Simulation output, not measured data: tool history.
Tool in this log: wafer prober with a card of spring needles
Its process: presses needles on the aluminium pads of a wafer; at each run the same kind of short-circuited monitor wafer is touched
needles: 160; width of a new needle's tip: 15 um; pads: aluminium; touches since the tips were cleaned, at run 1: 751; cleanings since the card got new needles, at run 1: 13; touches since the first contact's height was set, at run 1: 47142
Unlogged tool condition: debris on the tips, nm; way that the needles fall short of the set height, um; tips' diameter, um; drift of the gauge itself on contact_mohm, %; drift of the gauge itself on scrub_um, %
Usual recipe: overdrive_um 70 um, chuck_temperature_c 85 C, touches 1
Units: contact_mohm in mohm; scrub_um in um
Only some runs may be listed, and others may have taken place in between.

run	hour	overdrive_um	chuck_temperature_c	touches	touches since the tips were cleaned	cleanings since the card got new needles	touches since the first contact's height was set	contact_mohm	scrub_um
1	0	70	85	1	751	13	47142	265	13.704
# hour 24.6: tips cleaned on abrasive film
# hour 53.4: tips cleaned on abrasive film
# hour 79.3: tips cleaned on abrasive film
2	79.3	70	85	1	0	16	74084	246	13.665
# hour 91.5: height of the first contact set anew
# hour 107.7: tips cleaned on abrasive film
3	127.5	70	85	1	6731	17	12244	307	13.742
# hour 138.4: tips cleaned on abrasive film
# hour 166.4: tips cleaned on abrasive film
# hour 195.1: tips cleaned on abrasive film
4	209.9	70	85	1	5063	20	40250	305	13.704
# hour 221.4: tips cleaned on abrasive film
# hour 247.9: tips cleaned on abrasive film
5	251.7	70	85	1	1290	22	54427	272	13.697
# hour 278.4: tips cleaned on abrasive film
# hour 309.2: tips cleaned on abrasive film
# hour 321.8: height of the first contact set anew
6	325.2	70	28	1	5348	24	1130	298	13.757
# hour 335.7: tips cleaned on abrasive film
# hour 360.9: tips cleaned on abrasive film
# hour 387.5: tips cleaned on abrasive film
7	397.7	64	105	2	3449	27	25751	284	12.535
# hour 413.3: tips cleaned on abrasive film
# hour 441.4: tips cleaned on abrasive film
# hour 468.2: tips cleaned on abrasive film
8	468.2	85	86	2	0	30	49719	240	16.631
# hour 497.2: tips cleaned on abrasive film
# hour 524.8: tips cleaned on abrasive film
9	542.3	65	52	2	5951	32	74894	281	12.685
# hour 551.9: tips cleaned on abrasive film
# hour 552.2: height of the first contact set anew
# hour 579.6: tips cleaned on abrasive film
# hour 609.1: tips cleaned on abrasive film
10	612.5	65	52	2	1175	35	20506	253	12.748

Consider 3 possible next runs. They are alternatives, not a sequence: every one starts from the tool as it was left by run 10. What does each give?
# hour 634.7: tips cleaned on abrasive film
# hour 661.6: tips cleaned on abrasive film
A	681.3	70	52	2	6705	37	43880	?	?
# hour 634.7: tips cleaned on abrasive film
# hour 661.6: tips cleaned on abrasive film
B	681.3	81	45	1	6705	37	43880	?	?
# hour 634.7: tips cleaned on abrasive film
# hour 661.6: tips cleaned on abrasive film
C	681.3	65	52	1	6705	37	43880	?	?

run	contact_mohm	scrub_um
A	279	13.719
B	290	15.875
C	313	12.734
The same runs, with their run-to-run variation unchanged, on a tool lacking any hidden condition would have given:
run	contact_mohm	scrub_um
A	232	13.755
B	229	15.91
C	229	12.77
